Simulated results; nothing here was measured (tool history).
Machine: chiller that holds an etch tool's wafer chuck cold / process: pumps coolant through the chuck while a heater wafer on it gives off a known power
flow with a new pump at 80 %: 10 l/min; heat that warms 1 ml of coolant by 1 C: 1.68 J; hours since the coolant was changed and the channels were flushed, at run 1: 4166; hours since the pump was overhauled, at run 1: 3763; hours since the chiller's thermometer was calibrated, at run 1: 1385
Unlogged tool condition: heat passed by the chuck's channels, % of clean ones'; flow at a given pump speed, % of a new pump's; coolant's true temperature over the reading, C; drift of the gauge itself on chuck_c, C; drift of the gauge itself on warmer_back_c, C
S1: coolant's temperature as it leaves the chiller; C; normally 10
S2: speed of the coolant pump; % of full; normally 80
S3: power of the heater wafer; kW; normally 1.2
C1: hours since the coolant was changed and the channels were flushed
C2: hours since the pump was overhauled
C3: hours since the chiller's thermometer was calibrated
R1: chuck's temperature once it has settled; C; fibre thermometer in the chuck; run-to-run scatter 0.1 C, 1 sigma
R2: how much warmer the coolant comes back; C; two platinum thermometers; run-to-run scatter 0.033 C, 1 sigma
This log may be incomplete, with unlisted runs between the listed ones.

run,hour,S1,S2,S3,C1,C2,C3,R1,R2
1,0,10,80,1.2,4166,3763,1385,18.5,4.24
2,86.4,10,80,1.2,4253,3850,1472,18.2,4.3
3,162.3,5,80,1.2,4329,3925,1548,13.5,4.29
4,276,5,80,1.2,4442,4039,1661,13.3,4.37
5,349,5,80,1.2,4515,4112,1734,13.5,4.36
6,433.8,5,80,1.2,4600,4197,1819,13.3,4.35
7,531.2,10,67,1.2,4697,4294,1916,19.7,5.32
8,611.6,10,67,1.2,4778,4375,1997,19.9,5.29
9,668.7,10,67,1.2,4835,4432,2054,19.8,5.36
10,758.4,10,64,1.2,4925,4522,2144,20.6,5.62
11,830,10,64,1.2,4996,4593,2215,20.1,5.66
12,907.6,10,64,1.2,5074,4671,2293,20.2,5.68
13,1006.7,10,79,1.2,5173,4770,2392,18.6,4.53
14,1117.3,10,79,1.2,5284,4880,2503,18.5,4.53
15,1188.8,10,80,1.114,5355,4952,2574,17.8,4.19
16,1292.5,10,80,1.114,5459,5056,2678,17.8,4.25
17,1375,19,80,1.114,5541,5138,2760,26.9,4.25
18,1479.9,19,80,1.114,5646,5243,2865,26.9,4.24
19,1531.5,19,80,1.114,5698,5295,2917,26.8,4.24
20,1581.7,1,80,0.739,5748,5345,2967,6.1,2.91
# hour 1655.5: chiller's thermometer calibrated
21,1694.1,1,80,0.858,5859,5456,39,7,3.34
22,1755.5,1,80,0.858,5921,5518,100,7,3.4
23,1834.2,10,80,0.892,5999,5596,179,16.3,3.5
24,1899.1,17,83,0.892,6064,5661,244,23,3.39
25,1961.7,4,77,0.671,6127,5724,306,8.8,2.9
26,2034.2,6,92,1.698,6199,5796,379,16.5,5.62
27,2094.8,10,70,1.2,6260,5857,439,19.6,5.33
28,2144.7,16,80,1.2,6310,5907,489,24.5,4.66
# hour 2183.2: gauge calibrated
29,2247.7,16,80,1.2,6413,6010,592,24.3,4.31
30,2344.8,14,65,1.141,6510,6107,689,23.5,5.21
31,2435,18,93,0.724,6600,6197,780,22.5,2.27
32,2528.4,18,93,0.724,6694,6291,873,22.5,2.19
33,2640.4,9,81,0.609,6806,6403,985,13.1,2.27

For some of the steps in R2 from one run to the next: how much would appear even if the tool had no hidden state, given the settings, what came in and random variation, and how much remains for the hidden state plus any gauge scatter that the measured result and the result without hidden state don't share?
Run 1 -> 2: settings left as they were, no log entry in between. R2 +0.06 C: hidden state +0.02, all else +0.04.
Run 3 -> 4: settings left as they were, no log entry in between. R2 +0.08 C: hidden state +0.02, all else +0.06.
Run 19 -> 20: S1 19 -> 1, S3 1.114 -> 0.739. R2 -1.33 C: hidden state +0.01, all else -1.34.
Run 25 -> 26: S1 4 -> 6, S2 77 -> 92, S3 0.671 -> 1.698. R2 +2.72 C: hidden state +0.01, all else +2.71.
Run 28 -> 29: gauge calibrated. R2 -0.35 C: hidden state -0.38, all else +0.03.
Run 30 -> 31: S1 14 -> 18, S2 65 -> 93, S3 1.141 -> 0.724. R2 -2.94 C: hidden state +0.02, all else -2.96.
